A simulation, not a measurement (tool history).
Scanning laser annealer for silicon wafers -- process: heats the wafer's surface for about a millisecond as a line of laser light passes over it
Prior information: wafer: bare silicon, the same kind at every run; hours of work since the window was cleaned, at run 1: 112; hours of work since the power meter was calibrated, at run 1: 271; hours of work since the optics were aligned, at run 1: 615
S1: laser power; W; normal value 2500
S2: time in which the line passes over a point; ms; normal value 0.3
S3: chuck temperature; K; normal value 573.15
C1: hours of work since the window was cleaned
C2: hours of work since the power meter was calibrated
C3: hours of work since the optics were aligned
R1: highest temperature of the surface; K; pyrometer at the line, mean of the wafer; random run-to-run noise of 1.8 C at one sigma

run	hour	S1	S2	S3	C1	C2	C3	R1
1	0	2500	0.3	573.15	112	271	615	1250.15
2	6.4	2500	0.3	573.15	115	275	618	1248.15
3	14.9	2500	0.3	573.15	119	279	622	1250.15
4	21.6	2500	0.3	573.15	123	283	626	1253.15
5	28.8	2500	0.3	573.15	127	286	630	1246.15
6	37.1	2500	0.3	573.15	131	291	634	1246.15
7	49.7	2500	0.3	573.15	138	297	641	1244.15
8	57.9	2500	0.3	573.15	142	302	645	1245.15
9	70.5	2500	0.3	573.15	149	308	652	1242.15
10	83.1	2500	0.3	573.15	155	315	658	1246.15
11	91	2500	0.3	573.15	160	319	663	1242.15
12	102.6	2500	0.3	573.15	166	325	669	1242.15
13	116.1	2500	0.3	573.15	173	332	676	1242.15
14	127.7	2500	0.3	573.15	179	338	682	1237.15
15	140.1	2500	0.3	573.15	185	345	688	1239.15
16	149.5	2500	0.3	573.15	190	350	693	1238.15
17	162	2500	0.3	573.15	197	357	700	1237.15
# hour 164.6: window over the wafer cleaned
18	171.8	2374	0.222	560.15	4	361	704	1089.15
19	179.2	2386	0.282	566.15	8	365	708	1162.15
20	190.6	2386	0.282	566.15	14	371	714	1160.15
# hour 199.9: window over the wafer cleaned, once more
21	205.6	2386	0.282	566.15	3	378	721	1203.15
22	215.7	2386	0.282	566.15	8	383	726	1202.15
23	221.6	2386	0.282	566.15	11	386	729	1201.15
24	229.7	2411	0.3	573.15	16	390	734	1234.15
25	239.6	2418	0.295	545.15	21	395	739	1202.15
26	248.9	2233	0.283	595.15	26	400	744	1180.15
27	259.5	2500	0.263	573.15	31	406	749	1219.15
28	272.5	2500	0.282	592.15	38	413	756	1261.15
29	285.1	2258	0.287	580.15	45	419	763	1174.15
30	293.9	2258	0.287	580.15	50	424	767	1174.15
31	306.7	2258	0.287	580.15	56	431	774	1171.15

Here are 5 independent what-if runs from the current tool condition. What would each one return?
A	316.4	2500	0.3	600.15	61	436	779	?
B	316.4	2506	0.332	611.15	61	436	779	?
C	316.4	2425	0.317	585.15	61	436	779	?
D	316.4	2561	0.304	605.15	61	436	779	?
E	316.4	2245	0.25	611.15	61	436	779	?

run	R1
A	1286.15
B	1330.15
C	1260.15
D	1314.15
E	1160.15
With no hidden state in the tool, these same runs would have given:
run	R1
A	1307.15
B	1353.15
C	1281.15
D	1336.15
E	1177.15

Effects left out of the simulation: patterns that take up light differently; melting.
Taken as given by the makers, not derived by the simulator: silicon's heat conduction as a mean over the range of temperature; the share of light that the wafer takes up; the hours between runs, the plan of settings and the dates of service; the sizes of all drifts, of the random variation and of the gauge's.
